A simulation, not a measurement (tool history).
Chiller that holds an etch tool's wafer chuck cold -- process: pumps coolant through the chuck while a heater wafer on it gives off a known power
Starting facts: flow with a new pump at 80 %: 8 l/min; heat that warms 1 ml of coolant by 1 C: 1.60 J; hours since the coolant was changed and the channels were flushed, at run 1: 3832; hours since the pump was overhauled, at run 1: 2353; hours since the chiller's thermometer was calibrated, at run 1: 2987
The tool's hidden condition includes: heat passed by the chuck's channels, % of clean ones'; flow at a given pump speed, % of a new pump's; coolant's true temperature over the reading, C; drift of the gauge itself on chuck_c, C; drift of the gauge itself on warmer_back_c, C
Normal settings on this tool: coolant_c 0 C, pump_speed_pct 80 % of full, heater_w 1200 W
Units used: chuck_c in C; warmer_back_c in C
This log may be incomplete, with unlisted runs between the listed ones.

| run | day | coolant_c | pump_speed_pct | heater_w | hours since the coolant was changed and the channels were flushed | hours since the pump was overhauled | hours since the chiller's thermometer was calibrated | chuck_c | warmer_back_c |
|---|---|---|---|---|---|---|---|---|---|
| 1 | 0 | 0 | 80 | 1200 | 3832 | 2353 | 2987 | 11.9 | 6.08 |
| 2 | 4.379 | 0 | 80 | 1200 | 3937 | 2458 | 3092 | 11.7 | 6.04 |
| 3 | 10.05 | 0 | 80 | 1200 | 4073 | 2595 | 3228 | 11.9 | 6.11 |
| 4 | 12.75 | -4 | 80 | 1200 | 4138 | 2659 | 3293 | 7.8 | 6.1 |
| 5 | 15.962 | 0 | 60 | 1200 | 4215 | 2737 | 3370 | 15.7 | 8.27 |
| 6 | 21.667 | 0 | 60 | 1200 | 4352 | 2873 | 3507 | 15.8 | 8.32 |
| 7 | 26.954 | 0 | 60 | 1200 | 4479 | 3000 | 3634 | 15.8 | 8.37 |
|  | 30.338 | coolant changed, channels flushed |
| 8 | 31.629 | 0 | 93 | 1200 | 31 | 3107 | 3740 | 9.3 | 5.34 |
| 9 | 36.888 | 0 | 93 | 1200 | 157 | 3233 | 3866 | 9.5 | 5.26 |
| 10 | 42.142 | 0 | 82 | 1200 | 283 | 3359 | 3992 | 10.6 | 6.1 |
| 11 | 46.492 | 0 | 80 | 1200 | 388 | 3463 | 4097 | 11.2 | 6.29 |
| 12 | 49.725 | 0 | 80 | 1200 | 465 | 3541 | 4174 | 11 | 6.22 |
| 13 | 53.117 | 0 | 80 | 1200 | 547 | 3622 | 4256 | 11.1 | 6.26 |
| 14 | 57.704 | 0 | 80 | 1058 | 657 | 3732 | 4366 | 9.8 | 5.59 |
| 15 | 64.288 | 0 | 80 | 1200 | 815 | 3890 | 4524 | 11.2 | 6.38 |
| 16 | 70.283 | 0 | 80 | 1200 | 959 | 4034 | 4668 | 11.3 | 6.43 |
|  | 70.829 | coolant pump overhauled |
| 17 | 73.746 | 0 | 98 | 1200 | 1037 | 70 | 4746 | 9.9 | 5.5 |
| 18 | 79.996 | 0 | 98 | 1200 | 1187 | 220 | 4896 | 9.8 | 5.46 |
| 19 | 83.242 | 4 | 60 | 1666 | 1265 | 298 | 4974 | 25.9 | 12.85 |
| 20 | 88.808 | 6 | 60 | 758 | 1398 | 432 | 5107 | 15.8 | 5.91 |
|  | 94.058 | coolant pump overhauled, once more |
| 21 | 94.425 | 6 | 60 | 758 | 1528 | 9 | 5237 | 14.1 | 4.82 |
| 22 | 97.783 | 6 | 60 | 758 | 1609 | 89 | 5318 | 14.3 | 4.82 |
|  | 98.308 | chiller's thermometer calibrated |
| 23 | 103.067 | -5 | 80 | 689 | 1734 | 215 | 114 | 1 | 3.23 |
| 24 | 107.329 | 0 | 78 | 960 | 1837 | 317 | 216 | 8.7 | 4.68 |
| 25 | 111.979 | -5 | 70 | 806 | 1948 | 429 | 328 | 3.4 | 4.33 |
| 26 | 117.696 | -5 | 70 | 806 | 2086 | 566 | 465 | 3.4 | 4.36 |
| 27 | 122.95 | 1 | 83 | 1200 | 2212 | 692 | 591 | 11.6 | 5.51 |
| 28 | 127.267 | 1 | 83 | 1200 | 2315 | 796 | 695 | 11.5 | 5.5 |
| 29 | 130.4 | 0 | 80 | 773 | 2390 | 871 | 770 | 7 | 3.69 |
| 30 | 133.071 | 0 | 80 | 773 | 2455 | 935 | 834 | 7 | 3.72 |
| 31 | 138.946 | 3 | 66 | 908 | 2596 | 1076 | 975 | 12.9 | 5.36 |
| 32 | 145.312 | 3 | 66 | 908 | 2748 | 1229 | 1128 | 12.9 | 5.39 |

4 ways to go on from here, each from the tool as it stands after run 32. What would each give?
| A | 149.946 | 9 | 66 | 1200 | 2860 | 1340 | 1239 | ? | ? |
| B | 149.946 | 3 | 66 | 773 | 2860 | 1340 | 1239 | ? | ? |
| C | 149.946 | 10 | 85 | 794 | 2860 | 1340 | 1239 | ? | ? |
| D | 149.946 | -9 | 66 | 908 | 2860 | 1340 | 1239 | ? | ? |

| run | chuck_c | warmer_back_c |
|---|---|---|
| A | 22.2 | 7.11 |
| B | 11.6 | 4.59 |
| C | 16.8 | 3.74 |
| D | 1.1 | 5.4 |
The same runs, with their run-to-run variation unchanged, on a tool lacking any hidden condition would have given:
| run | chuck_c | warmer_back_c |
|---|---|---|
| A | 21.2 | 6.85 |
| B | 11 | 4.42 |
| C | 16.4 | 3.61 |
| D | 0.3 | 5.2 |

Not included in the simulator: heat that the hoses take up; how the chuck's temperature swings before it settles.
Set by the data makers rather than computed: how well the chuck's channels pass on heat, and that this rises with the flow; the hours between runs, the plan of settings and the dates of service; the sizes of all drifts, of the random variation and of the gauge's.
